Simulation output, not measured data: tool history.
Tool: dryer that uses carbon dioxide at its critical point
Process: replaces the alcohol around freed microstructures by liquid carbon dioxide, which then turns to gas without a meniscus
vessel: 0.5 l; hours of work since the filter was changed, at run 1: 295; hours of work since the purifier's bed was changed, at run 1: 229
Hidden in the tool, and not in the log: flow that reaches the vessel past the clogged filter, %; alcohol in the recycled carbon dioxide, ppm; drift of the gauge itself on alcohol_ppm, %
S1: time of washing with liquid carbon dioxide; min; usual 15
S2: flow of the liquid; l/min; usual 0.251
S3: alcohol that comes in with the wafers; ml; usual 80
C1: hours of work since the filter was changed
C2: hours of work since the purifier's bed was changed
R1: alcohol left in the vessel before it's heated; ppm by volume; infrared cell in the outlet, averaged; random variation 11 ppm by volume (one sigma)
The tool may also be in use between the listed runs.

Run 1, hour 0.0: usual settings; C1 295; C2 229. Result: R1 798 ppm by volume.
Run 2, hour 15.7: usual settings; C1 306; C2 241. Result: R1 794 ppm by volume.
Run 3, hour 28.9: usual settings; C1 316; C2 251. Result: R1 812 ppm by volume.
Run 4, hour 37.3: usual settings but S2 0.255 l/min; C1 323; C2 257. Result: R1 748 ppm by volume.
Run 5, hour 46.4: usual settings but S2 0.255 l/min; C1 329; C2 264. Result: R1 736 ppm by volume.
Run 6, hour 60.3: usual settings but S1 18 min, S2 0.255 l/min; C1 340; C2 274. Result: R1 273 ppm by volume.
Run 7, hour 71.4: usual settings but S1 18 min, S2 0.255 l/min, S3 35 ml; C1 348; C2 283. Result: R1 135 ppm by volume.
Run 8, hour 88.6: usual settings but S1 18 min, S2 0.255 l/min, S3 35 ml; C1 361; C2 295. Result: R1 141 ppm by volume.
Run 9, hour 99.9: usual settings but S1 18 min, S2 0.255 l/min, S3 35 ml; C1 369; C2 304. Result: R1 137 ppm by volume.
Run 10, hour 110.4: usual settings but S1 18 min, S2 0.255 l/min, S3 35 ml; C1 377; C2 312. Result: R1 133 ppm by volume.
Run 11, hour 120.5: usual settings but S1 18 min, S2 0.255 l/min, S3 35 ml; C1 384; C2 319. Result: R1 140 ppm by volume.
Run 12, hour 130.3: usual settings but S1 18 min, S2 0.255 l/min, S3 35 ml; C1 392; C2 326. Result: R1 142 ppm by volume.
Run 13, hour 144.5: usual settings but S1 18 min, S2 0.255 l/min, S3 35 ml; C1 402; C2 337. Result: R1 150 ppm by volume.
Run 14, hour 160.5: usual settings but S1 18 min, S2 0.255 l/min, S3 35 ml; C1 414; C2 349. Result: R1 151 ppm by volume.
Run 15, hour 175.0: usual settings but S1 18 min, S2 0.255 l/min, S3 35 ml; C1 425; C2 360. Result: R1 142 ppm by volume.
Run 16, hour 188.7: usual settings but S1 18 min, S2 0.255 l/min, S3 35 ml; C1 435; C2 370. Result: R1 148 ppm by volume.
Run 17, hour 204.0: usual settings but S1 18 min, S2 0.255 l/min, S3 35 ml; C1 447; C2 381. Result: R1 147 ppm by volume.
Run 18, hour 214.3: usual settings but S2 0.204 l/min, S3 100 ml; C1 454; C2 389. Result: R1 2962 ppm by volume.
Run 19, hour 230.3: usual settings but S2 0.204 l/min, S3 100 ml; C1 466; C2 401. Result: R1 3037 ppm by volume.
Run 20, hour 245.3: usual settings but S1 23 min, S2 0.309 l/min, S3 66 ml; C1 477; C2 412. Result: R1 48 ppm by volume.
Run 21, hour 255.2: usual settings but S1 23 min, S2 0.309 l/min, S3 66 ml; C1 485; C2 419. Result: R1 42 ppm by volume.
Run 22, hour 264.8: usual settings but S2 0.328 l/min, S3 29 ml; C1 492; C2 427. Result: R1 100 ppm by volume.
Run 23, hour 278.0: usual settings but S2 0.328 l/min, S3 29 ml; C1 502; C2 436. Result: R1 95 ppm by volume.
Run 24, hour 286.8: usual settings but S2 0.328 l/min, S3 29 ml; C1 508; C2 443. Result: R1 99 ppm by volume.
Run 25, hour 297.2: usual settings but S2 0.328 l/min, S3 29 ml; C1 516; C2 451. Result: R1 108 ppm by volume.
Run 26, hour 314.1: usual settings but S1 12 min, S2 0.331 l/min; C1 529; C2 463. Result: R1 663 ppm by volume.
Run 27, hour 330.8: usual settings but S1 12 min, S2 0.331 l/min; C1 541; C2 476. Result: R1 675 ppm by volume.
Run 28, hour 345.2: usual settings but S3 58 ml; C1 552; C2 486. Result: R1 701 ppm by volume.
Run 29, hour 360.6: usual settings but S1 20 min, S2 0.344 l/min, S3 39 ml; C1 563; C2 498. Result: R1 53 ppm by volume.
Run 30, hour 370.6: usual settings but S1 20 min, S2 0.344 l/min, S3 39 ml; C1 571; C2 505. Result: R1 50 ppm by volume.
Run 31, hour 381.3: usual settings but S1 20 min, S2 0.213 l/min, S3 39 ml; C1 579; C2 513. Result: R1 284 ppm by volume.
At hour 383.7: inlet filter changed.
Run 32, hour 397.6: usual settings but S1 24 min, S2 0.213 l/min, S3 37 ml; C1 10; C2 525. Result: R1 96 ppm by volume.
Run 33, hour 406.9: usual settings but S1 23 min; C1 17; C2 532. Result: R1 90 ppm by volume.
Run 34, hour 421.5: usual settings but S1 23 min, S2 0.273 l/min, S3 86 ml; C1 28; C2 542. Result: R1 54 ppm by volume.

Measured less the same run without the tool's hidden state. The same run-to-run variation is in both; the gauge's scatter may not be:
run    R1
  1  +158
  2  +161
  3  +170
  4  +161
  5  +164
  6   +82
  7   +48
  8   +49
  9   +52
 10   +52
 11   +54
 12   +54
 13   +56
 14   +56
 15   +61
 16   +64
 17   +63
 18  +650
 19  +683
 20   +34
 21   +34
 22   +53
 23   +54
 24   +55
 25   +56
 26  +225
 27  +232
 28  +234
 29   +40
 30   +40
 31  +120
 32   +39
 33   +40
 34   +41
